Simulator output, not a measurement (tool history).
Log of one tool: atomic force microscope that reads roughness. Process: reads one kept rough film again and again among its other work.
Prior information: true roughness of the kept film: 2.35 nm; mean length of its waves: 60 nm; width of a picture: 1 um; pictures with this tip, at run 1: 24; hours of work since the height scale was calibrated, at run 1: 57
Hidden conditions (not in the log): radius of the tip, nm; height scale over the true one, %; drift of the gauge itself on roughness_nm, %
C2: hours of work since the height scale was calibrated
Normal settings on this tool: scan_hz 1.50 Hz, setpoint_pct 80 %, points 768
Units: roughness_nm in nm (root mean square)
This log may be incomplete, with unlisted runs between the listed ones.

Run 1, hour 0.0: usual settings; pictures with this tip 24; C2 57. Result: roughness_nm 2.181 nm (root mean square).
Run 2, hour 6.1: usual settings but points 454; pictures with this tip 33; C2 61. Result: roughness_nm 2.157 nm (root mean square).
Run 3, hour 16.1: usual settings but points 315; pictures with this tip 46; C2 67. Result: roughness_nm 2.165 nm (root mean square).
Run 4, hour 24.4: usual settings but points 315; pictures with this tip 58; C2 72. Result: roughness_nm 2.161 nm (root mean square).
Run 5, hour 31.7: usual settings; pictures with this tip 68; C2 76. Result: roughness_nm 2.160 nm (root mean square).
Run 6, hour 37.8: usual settings; pictures with this tip 76; C2 80. Result: roughness_nm 2.168 nm (root mean square).
Run 7, hour 42.3: usual settings; pictures with this tip 83; C2 82. Result: roughness_nm 2.161 nm (root mean square).
Run 8, hour 47.1: usual settings but scan_hz 0.62 Hz; pictures with this tip 89; C2 85. Result: roughness_nm 2.235 nm (root mean square).
Run 9, hour 56.2: usual settings but scan_hz 0.62 Hz; pictures with this tip 102; C2 91. Result: roughness_nm 2.222 nm (root mean square).
Run 10, hour 64.4: usual settings but setpoint_pct 72 %; pictures with this tip 113; C2 96. Result: roughness_nm 2.194 nm (root mean square).
Run 11, hour 69.0: usual settings but setpoint_pct 72 %; pictures with this tip 120; C2 98. Result: roughness_nm 2.198 nm (root mean square).
Run 12, hour 73.8: usual settings but setpoint_pct 72 %; pictures with this tip 126; C2 101. Result: roughness_nm 2.183 nm (root mean square).
Run 13, hour 78.5: usual settings but setpoint_pct 72 %; pictures with this tip 133; C2 104. Result: roughness_nm 2.180 nm (root mean square).
Run 14, hour 84.2: usual settings; pictures with this tip 141; C2 108. Result: roughness_nm 2.135 nm (root mean square).
Run 15, hour 93.7: usual settings; pictures with this tip 154; C2 113. Result: roughness_nm 2.135 nm (root mean square).
Run 16, hour 100.8: usual settings; pictures with this tip 164; C2 117. Result: roughness_nm 2.146 nm (root mean square).
Run 17, hour 105.3: usual settings but setpoint_pct 84 %; pictures with this tip 170; C2 120. Result: roughness_nm 2.101 nm (root mean square).
Run 18, hour 113.3: usual settings but scan_hz 2.62 Hz; pictures with this tip 181; C2 125. Result: roughness_nm 2.054 nm (root mean square).
Run 19, hour 122.2: usual settings but scan_hz 2.62 Hz; pictures with this tip 193; C2 130. Result: roughness_nm 2.045 nm (root mean square).
Run 20, hour 129.7: usual settings but scan_hz 2.62 Hz; pictures with this tip 204; C2 135. Result: roughness_nm 2.042 nm (root mean square).
Run 21, hour 134.0: usual settings; pictures with this tip 209; C2 137. Result: roughness_nm 2.114 nm (root mean square).
Run 22, hour 144.2: usual settings but setpoint_pct 59 %; pictures with this tip 224; C2 143. Result: roughness_nm 2.210 nm (root mean square).
Run 23, hour 149.8: usual settings but setpoint_pct 59 %; pictures with this tip 231; C2 147. Result: roughness_nm 2.207 nm (root mean square).
Run 24, hour 157.6: usual settings but setpoint_pct 59 %; pictures with this tip 242; C2 151. Result: roughness_nm 2.206 nm (root mean square).
At hour 164.8: new tip fitted.
Run 25, hour 164.9: usual settings but setpoint_pct 59 %; pictures with this tip 1; C2 156. Result: roughness_nm 2.267 nm (root mean square).
Run 26, hour 171.6: usual settings; pictures with this tip 10; C2 160. Result: roughness_nm 2.177 nm (root mean square).
Run 27, hour 182.2: usual settings; pictures with this tip 24; C2 166. Result: roughness_nm 2.170 nm (root mean square).
Run 28, hour 191.5: usual settings but scan_hz 2.75 Hz, setpoint_pct 58 %, points 866; pictures with this tip 37; C2 171. Result: roughness_nm 2.245 nm (root mean square).
Run 29, hour 198.8: usual settings but scan_hz 0.69 Hz, setpoint_pct 79 %, points 436; pictures with this tip 47; C2 176. Result: roughness_nm 2.224 nm (root mean square).
Run 30, hour 205.7: usual settings but scan_hz 0.69 Hz, setpoint_pct 79 %, points 436; pictures with this tip 57; C2 180. Result: roughness_nm 2.241 nm (root mean square).
Run 31, hour 213.9: usual settings but scan_hz 0.69 Hz, setpoint_pct 79 %, points 436; pictures with this tip 68; C2 185. Result: roughness_nm 2.238 nm (root mean square).
Run 32, hour 219.7: usual settings but scan_hz 0.69 Hz, setpoint_pct 79 %, points 436; pictures with this tip 76; C2 188. Result: roughness_nm 2.233 nm (root mean square).
Run 33, hour 230.3: usual settings but scan_hz 1.61 Hz, setpoint_pct 89 %, points 373; pictures with this tip 91; C2 195. Result: roughness_nm 2.083 nm (root mean square).
Run 34, hour 240.4: usual settings but scan_hz 1.24 Hz, setpoint_pct 66 %, points 917; pictures with this tip 105; C2 201. Result: roughness_nm 2.231 nm (root mean square).
Run 35, hour 245.0: usual settings but scan_hz 3.76 Hz, setpoint_pct 66 %, points 408; pictures with this tip 111; C2 204. Result: roughness_nm 2.120 nm (root mean square).
Run 36, hour 250.5: usual settings but points 989; pictures with this tip 119; C2 207. Result: roughness_nm 2.151 nm (root mean square).
Run 37, hour 257.3: usual settings but scan_hz 1.14 Hz; pictures with this tip 128; C2 211. Result: roughness_nm 2.176 nm (root mean square).
Run 38, hour 263.5: usual settings but scan_hz 1.14 Hz, setpoint_pct 70 %; pictures with this tip 137; C2 215. Result: roughness_nm 2.219 nm (root mean square).
Run 39, hour 273.3: usual settings but scan_hz 1.18 Hz, setpoint_pct 64 %; pictures with this tip 150; C2 220. Result: roughness_nm 2.225 nm (root mean square).
Run 40, hour 281.9: usual settings but scan_hz 1.18 Hz, setpoint_pct 64 %; pictures with this tip 162; C2 226. Result: roughness_nm 2.218 nm (root mean square).
Run 41, hour 286.5: usual settings but points 293; pictures with this tip 169; C2 228. Result: roughness_nm 2.139 nm (root mean square).
Run 42, hour 296.3: usual settings but scan_hz 0.63 Hz, setpoint_pct 61 %, points 598; pictures with this tip 182; C2 234. Result: roughness_nm 2.241 nm (root mean square).
Run 43, hour 302.6: usual settings but setpoint_pct 74 %, points 930; pictures with this tip 191; C2 238. Result: roughness_nm 2.172 nm (root mean square).
Run 44, hour 307.0: usual settings but scan_hz 2.29 Hz, setpoint_pct 89 %; pictures with this tip 197; C2 241. Result: roughness_nm 1.982 nm (root mean square).
Run 45, hour 312.6: usual settings but scan_hz 1.84 Hz, setpoint_pct 89 %; pictures with this tip 205; C2 244. Result: roughness_nm 2.025 nm (root mean square).
Run 46, hour 320.2: usual settings but scan_hz 0.69 Hz, setpoint_pct 66 %, points 860; pictures with this tip 215; C2 249. Result: roughness_nm 2.225 nm (root mean square).
Run 47, hour 325.1: usual settings but scan_hz 0.54 Hz, setpoint_pct 63 %, points 385; pictures with this tip 222; C2 252. Result: roughness_nm 2.225 nm (root mean square).
Run 48, hour 331.7: usual settings but scan_hz 0.54 Hz, setpoint_pct 63 %, points 385; pictures with this tip 231; C2 256. Result: roughness_nm 2.219 nm (root mean square).
Run 49, hour 338.1: usual settings but scan_hz 1.56 Hz, setpoint_pct 63 %, points 385; pictures with this tip 240; C2 259. Result: roughness_nm 2.186 nm (root mean square).
Run 50, hour 342.7: usual settings but scan_hz 1.56 Hz, setpoint_pct 63 %, points 385; pictures with this tip 246; C2 262. Result: roughness_nm 2.201 nm (root mean square).
At hour 346.3: new tip fitted.
Run 51, hour 350.1: usual settings but scan_hz 1.56 Hz, setpoint_pct 63 %, points 385; pictures with this tip 5; C2 266. Result: roughness_nm 2.257 nm (root mean square).
Run 52, hour 356.2: usual settings but setpoint_pct 66 %; pictures with this tip 13; C2 270. Result: roughness_nm 2.244 nm (root mean square).

What would each run have given without the hidden state, its run-to-run variation left as it was?
run  roughness_nm
  1         2.188
  2         2.167
  3         2.179
  4         2.177
  5         2.179
  6         2.189
  7         2.184
  8         2.260
  9         2.251
 10         2.226
 11         2.232
 12         2.219
 13         2.218
 14         2.174
 15         2.177
 16         2.191
 17         2.148
 18         2.102
 19         2.096
 20         2.096
 21         2.172
 22         2.274
 23         2.273
 24         2.276
 25         2.266
 26         2.178
 27         2.176
 28         2.255
 29         2.236
 30         2.256
 31         2.256
 32         2.253
 33         2.106
 34         2.260
 35         2.148
 36         2.182
 37         2.211
 38         2.256
 39         2.266
 40         2.263
 41         2.184
 42         2.292
 43         2.224
 44         2.030
 45         2.077
 46         2.285
 47         2.287
 48         2.284
 49         2.252
 50         2.269
 51         2.255
 52         2.244
